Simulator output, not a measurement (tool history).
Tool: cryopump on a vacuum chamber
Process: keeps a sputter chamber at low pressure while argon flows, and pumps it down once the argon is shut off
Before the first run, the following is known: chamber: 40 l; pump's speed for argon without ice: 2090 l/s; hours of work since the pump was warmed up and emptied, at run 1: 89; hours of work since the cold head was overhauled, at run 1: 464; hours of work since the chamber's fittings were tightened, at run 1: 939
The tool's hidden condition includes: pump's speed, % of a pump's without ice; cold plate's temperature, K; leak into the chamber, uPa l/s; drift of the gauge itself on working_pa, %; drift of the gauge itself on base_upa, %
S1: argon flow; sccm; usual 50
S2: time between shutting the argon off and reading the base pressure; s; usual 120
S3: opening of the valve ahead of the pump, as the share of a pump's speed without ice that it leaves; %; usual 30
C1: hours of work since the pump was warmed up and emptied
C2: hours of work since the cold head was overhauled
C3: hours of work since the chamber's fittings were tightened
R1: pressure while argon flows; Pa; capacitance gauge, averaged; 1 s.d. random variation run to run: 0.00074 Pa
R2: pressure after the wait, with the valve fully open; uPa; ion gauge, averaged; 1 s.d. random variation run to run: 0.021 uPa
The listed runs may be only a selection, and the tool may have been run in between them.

run   hour  S1   S2  S3   C1   C2    C3      R1    R2
  1      0  50  120  30   89  464   939  0.1374  0.93
  2     14  50  120  30   98  472   948  0.1359  0.95
  3   27.4  50  120  30  106  481   957  0.1379  0.96
  4   38.6  50  120  30  113  488   963  0.1375  0.99
  5   56.7  50  120  30  124  499   975  0.1374  0.96
  6   76.4  50  135  30  137  511   987  0.1376  0.92
  7     85  50  120  39  142  517   992  0.1066  0.99
  8   97.7  50  120  30  150  524  1000  0.1377  0.97
  9  118.6  50  120  30  163  537  1013  0.1395  0.94
 10  138.1  50  120  32  175  550  1025  0.1311  0.99
 11    147  50   21  30  181  555  1031  0.1394  2.24
 12  162.1  50   21  30  190  565  1040  0.1394   2.2
 13  182.1  68   21  30  202  577  1053  0.1904  2.24
 14  201.6  34  120  30  215  589  1065  0.0952  1.04
 15  217.1  58  120  30  224  599  1075  0.1624  1.05
 16  232.2  58  120  30  234  608  1084  0.1616  1.08
 17  251.3  23  120  30  246  620  1096  0.0649  1.06
 18  261.1  49  120  30  252  626  1102  0.1373  1.06
 19  272.3  40   72  18  259  633  1109  0.1865  1.27
 20    287  42   23  54  268  642  1118   0.068  2.16
 21    300  48   45  22  276  650  1126  0.1844  1.53
 22  312.5  46  115  30  284  658  1134  0.1304   1.1
 23  332.2  50   41  30  296  670  1146  0.1424  1.64
 24  344.7  50   33  16  304  678  1154  0.2607  1.82
 25  362.2  50  258  21  315  689  1165  0.2013  1.01
 26    376  45  154  43  323  698  1174  0.0919   1.1
 27  393.8  36  274  42  334  709  1185  0.0754  1.01
 28  410.3  46  274  16  345  719  1195  0.2396  1.01
 29  421.1  21  155  36  351  726  1202  0.0512   1.1
 30  432.9  21  203  15  359  733  1209  0.1168  1.09
 31  442.9  21  203  15  365  739  1215  0.1174  1.13
     453.2  -- pump warmed up, emptied and cooled again
 32  463.8  50  120  23    7  749  1225  0.1768  1.05
 33    481  50  196  30   17  760  1236  0.1361   0.9
 34    496  50  196  30   27  769  1245  0.1366  0.97
     509.4  -- leaking fittings of the chamber tightened, without venting
 35  515.4  33  161  40   37  780     4  0.0676  0.34

Results for each run, recomputed without the tool's hidden state and with each run's random variation untouched:
run      R1    R2
  1  0.1351   0.4
  2  0.1335  0.42
  3  0.1353  0.41
  4  0.1347  0.44
  5  0.1343  0.42
  6  0.1343  0.35
  7  0.1032  0.42
  8   0.134  0.39
  9  0.1355  0.36
 10  0.1269   0.4
 11   0.135  1.62
 12  0.1348  1.59
 13  0.1835   1.6
 14  0.0916  0.41
 15  0.1559  0.38
 16  0.1549  0.41
 17  0.0621  0.39
 18  0.1312  0.39
 19  0.1812  0.58
 20  0.0623  1.47
 21  0.1777  0.82
 22  0.1238  0.38
 23  0.1348   0.9
 24  0.2529  1.07
 25  0.1932  0.25
 26  0.0844  0.33
 27  0.0692  0.24
 28  0.2314  0.23
 29  0.0473  0.32
 30  0.1129  0.29
 31  0.1134  0.33
 32  0.1759  0.39
 33  0.1349  0.24
 34  0.1352   0.3
 35  0.0666  0.31

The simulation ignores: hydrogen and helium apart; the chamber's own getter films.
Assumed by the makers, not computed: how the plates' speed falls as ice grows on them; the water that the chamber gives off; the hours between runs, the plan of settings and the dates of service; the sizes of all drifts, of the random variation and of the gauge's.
